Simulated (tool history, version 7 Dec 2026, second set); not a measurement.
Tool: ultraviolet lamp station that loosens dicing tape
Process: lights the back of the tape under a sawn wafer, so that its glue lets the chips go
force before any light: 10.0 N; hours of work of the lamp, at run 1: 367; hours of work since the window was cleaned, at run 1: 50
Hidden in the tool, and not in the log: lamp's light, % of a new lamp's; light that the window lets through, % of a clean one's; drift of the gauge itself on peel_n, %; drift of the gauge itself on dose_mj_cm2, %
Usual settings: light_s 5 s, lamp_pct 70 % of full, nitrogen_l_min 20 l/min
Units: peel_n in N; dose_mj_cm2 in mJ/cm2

run   hour  light_s  lamp_pct  nitrogen_l_min  hours of work of the lamp  hours of work since the window was cleaned  peel_n  dose_mj_cm2
  1      0        5        70              20                        367                                          50   1.608          157
  2   49.2        5        70              20                        404                                          86    1.59          157
  3   80.1        5        70              20                        426                                         109   1.671          153
  4  101.7        5        70              20                        442                                         125   1.665          154
  5  141.5        5        70              20                        471                                         154   1.825          151
  6  189.8        5        71              20                        507                                         189    1.83          147
  7  227.1        5        70              20                        534                                         217   1.953          144
  8  248.7        5        70              20                        550                                         233    1.98          142
  9    270        3        70              20                        566                                         248   3.675           83
 10  308.4        3        80              20                        594                                         276    3.37           92
 11  355.1        3        80              20                        628                                         310     3.5           94
 12  399.3        8        80               8                        660                                         343   1.611          240
 13  434.8        6        80               8                        686                                         369   2.574          175
 14  456.9        3        79              16                        703                                         385   4.108           86
 15  495.5        3        79              16                        731                                         413   4.071           84
     510.8  -- lamp changed
 16  545.6        3        79              16                         26                                         449   2.757          122
 17  575.2        3        79               6                         47                                         471   4.303          119
 18  621.8        3        79               6                         81                                         505   4.437          116
     647.5  -- window cleaned of glue's vapour
 19    671        3        79               6                        117                                          17   4.285          120
 20  703.4        4        88              17                        141                                          41   1.463          182
 21  748.1        8        62              17                        174                                          74   0.784          248
 22  780.6        3        62              17                        197                                          98    3.75           91

Some steps in peel_n between neighbouring runs. How much of each would the tool show without its hidden state too (settings, what came in, random variation), and how much is left for the hidden state, with any gauge scatter that isn't in both results?
Run 11 -> 12: light_s 3 -> 8, nitrogen_l_min 20 -> 8. peel_n -1.889 N: hidden state -0.441, all else -1.448.
Run 15 -> 16: lamp changed. peel_n -1.314 N: hidden state -1.346, all else +0.032.
Run 19 -> 20: light_s 3 -> 4, lamp_pct 79 -> 88, nitrogen_l_min 6 -> 17. peel_n -2.822 N: hidden state -0.042, all else -2.78.
Run 21 -> 22: light_s 8 -> 3. peel_n +2.966 N: hidden state +0.283, all else +2.683.
